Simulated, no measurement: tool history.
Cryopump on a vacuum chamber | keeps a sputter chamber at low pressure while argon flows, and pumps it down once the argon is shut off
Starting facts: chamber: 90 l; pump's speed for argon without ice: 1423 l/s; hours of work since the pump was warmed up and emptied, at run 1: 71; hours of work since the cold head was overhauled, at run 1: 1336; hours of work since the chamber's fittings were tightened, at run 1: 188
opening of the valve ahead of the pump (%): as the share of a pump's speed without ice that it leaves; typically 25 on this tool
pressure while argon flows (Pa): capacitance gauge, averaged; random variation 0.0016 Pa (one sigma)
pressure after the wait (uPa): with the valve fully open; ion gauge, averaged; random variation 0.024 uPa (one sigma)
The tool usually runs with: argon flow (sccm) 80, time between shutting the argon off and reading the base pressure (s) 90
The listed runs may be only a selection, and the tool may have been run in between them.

| run | hour | argon flow (sccm) | time between shutting the argon off and reading the base pressure (s) | opening of the valve ahead of the pump (%) | hours of work since the pump was warmed up and emptied | hours of work since the cold head was overhauled | hours of work since the chamber's fittings were tightened | pressure while argon flows (Pa) | pressure after the wait (uPa) |
|---|---|---|---|---|---|---|---|---|---|
| 1 | 0 | 80 | 90 | 25 | 71 | 1336 | 188 | 0.3837 | 1.03 |
| 2 | 57.7 | 80 | 90 | 25 | 100 | 1365 | 217 | 0.3836 | 1.04 |
| 3 | 179.2 | 80 | 90 | 25 | 161 | 1426 | 278 | 0.3885 | 1.06 |
| 4 | 281.8 | 80 | 110 | 25 | 213 | 1478 | 330 | 0.3917 | 0.98 |
| 5 | 408.9 | 129 | 90 | 25 | 277 | 1542 | 394 | 0.6312 | 1.2 |
| 6 | 491.7 | 129 | 90 | 25 | 319 | 1584 | 436 | 0.6356 | 1.2 |
| 7 | 611.5 | 129 | 90 | 25 | 379 | 1644 | 497 | 0.641 | 1.23 |
| 8 | 710 | 129 | 90 | 25 | 429 | 1694 | 546 | 0.6457 | 1.28 |
| 9 | 832.7 | 129 | 90 | 25 | 491 | 1756 | 608 | 0.6499 | 1.36 |
| 10 | 915.2 | 80 | 21 | 25 | 532 | 1798 | 650 | 0.4107 | 3.72 |
|  | 1010.1 | pump warmed up, emptied and cooled again |
| 11 | 1042.1 | 80 | 90 | 23 | 16 | 1859 | 711 | 0.416 | 1.27 |
| 12 | 1123.9 | 80 | 49 | 25 | 57 | 1900 | 752 | 0.3868 | 1.89 |
| 13 | 1203.8 | 80 | 49 | 25 | 98 | 1941 | 793 | 0.3855 | 1.92 |
| 14 | 1327.8 | 80 | 49 | 25 | 160 | 2003 | 855 | 0.3941 | 2 |
| 15 | 1447.1 | 80 | 90 | 25 | 220 | 2063 | 915 | 0.3892 | 1.45 |
| 16 | 1508.2 | 80 | 90 | 34 | 251 | 2094 | 946 | 0.2901 | 1.5 |
| 17 | 1561.6 | 80 | 90 | 34 | 278 | 2121 | 973 | 0.2922 | 1.5 |
| 18 | 1662.3 | 96 | 90 | 30 | 329 | 2172 | 1024 | 0.3978 | 1.48 |
| 19 | 1787.4 | 96 | 90 | 30 | 392 | 2235 | 1087 | 0.4033 | 1.63 |
| 20 | 1871.2 | 113 | 90 | 43 | 434 | 2277 | 1129 | 0.3432 | 1.66 |
| 21 | 1973 | 40 | 182 | 49 | 486 | 2329 | 1181 | 0.1084 | 1.34 |
| 22 | 2080.6 | 40 | 144 | 49 | 540 | 2383 | 1235 | 0.1105 | 1.51 |
|  | 2162.8 | pump warmed up, emptied and cooled again |
| 23 | 2201.6 | 134 | 90 | 25 | 20 | 2442 | 1294 | 0.6451 | 1.58 |
| 24 | 2318.3 | 157 | 90 | 18 | 78 | 2500 | 1352 | 1.0481 | 1.68 |
| 25 | 2391.7 | 157 | 90 | 18 | 115 | 2537 | 1389 | 1.0505 | 1.64 |
| 26 | 2507.5 | 157 | 90 | 18 | 174 | 2596 | 1448 | 1.0583 | 1.74 |
| 27 | 2627.1 | 157 | 90 | 18 | 234 | 2656 | 1508 | 1.0696 | 1.77 |
| 28 | 2706 | 80 | 246 | 46 | 274 | 2696 | 1548 | 0.219 | 1.36 |
| 29 | 2772.2 | 80 | 246 | 46 | 307 | 2729 | 1581 | 0.223 | 1.41 |
| 30 | 2895.1 | 59 | 90 | 37 | 369 | 2791 | 1643 | 0.2025 | 1.94 |
| 31 | 2989.6 | 99 | 134 | 21 | 417 | 2839 | 1691 | 0.5868 | 1.75 |
| 32 | 3064.3 | 57 | 54 | 34 | 455 | 2877 | 1729 | 0.215 | 2.42 |
| 33 | 3153.3 | 57 | 54 | 38 | 500 | 2922 | 1774 | 0.1974 | 2.52 |
| 34 | 3250.6 | 132 | 54 | 38 | 549 | 2971 | 1823 | 0.4635 | 2.68 |

Hidden state or all else? Some run-to-run changes of pressure while argon flows (Pa), split into what the settings, what came in and random variation would give without the hidden state, and what is left for the hidden state (with any gauge scatter that isn't in both results):
Hidden state present: pump's speed, % of a pump's without ice; cold plate's temperature, K; leak into the chamber, uPa l/s; drift of the gauge itself on working_pa, %; drift of the gauge itself on base_upa, %.
Run 10 -> 11: time between shutting the argon off and reading the base pressure (s) 21 -> 90, opening of the valve ahead of the pump (%) 25 -> 23, pump warmed up, emptied and cooled again. pressure while argon flows (Pa) +0.0053: hidden state -0.0233, all else +0.0286.
Run 20 -> 21: argon flow (sccm) 113 -> 40, time between shutting the argon off and reading the base pressure (s) 90 -> 182, opening of the valve ahead of the pump (%) 43 -> 49. pressure while argon flows (Pa) -0.2348: hidden state -0.0186, all else -0.2162.
Run 22 -> 23: argon flow (sccm) 40 -> 134, time between shutting the argon off and reading the base pressure (s) 144 -> 90, opening of the valve ahead of the pump (%) 49 -> 25, pump warmed up, emptied and cooled again. pressure while argon flows (Pa) +0.5346: hidden state -0.007, all else +0.5416.
Run 23 -> 24: argon flow (sccm) 134 -> 157, opening of the valve ahead of the pump (%) 25 -> 18. pressure while argon flows (Pa) +0.403: hidden state +0.0056, all else +0.3974.
Run 27 -> 28: argon flow (sccm) 157 -> 80, time between shutting the argon off and reading the base pressure (s) 90 -> 246, opening of the valve ahead of the pump (%) 18 -> 46. pressure while argon flows (Pa) -0.8506: hidden state -0.0107, all else -0.8399.
Run 33 -> 34: argon flow (sccm) 57 -> 132. pressure while argon flows (Pa) +0.2661: hidden state +0.0293, all else +0.2368.

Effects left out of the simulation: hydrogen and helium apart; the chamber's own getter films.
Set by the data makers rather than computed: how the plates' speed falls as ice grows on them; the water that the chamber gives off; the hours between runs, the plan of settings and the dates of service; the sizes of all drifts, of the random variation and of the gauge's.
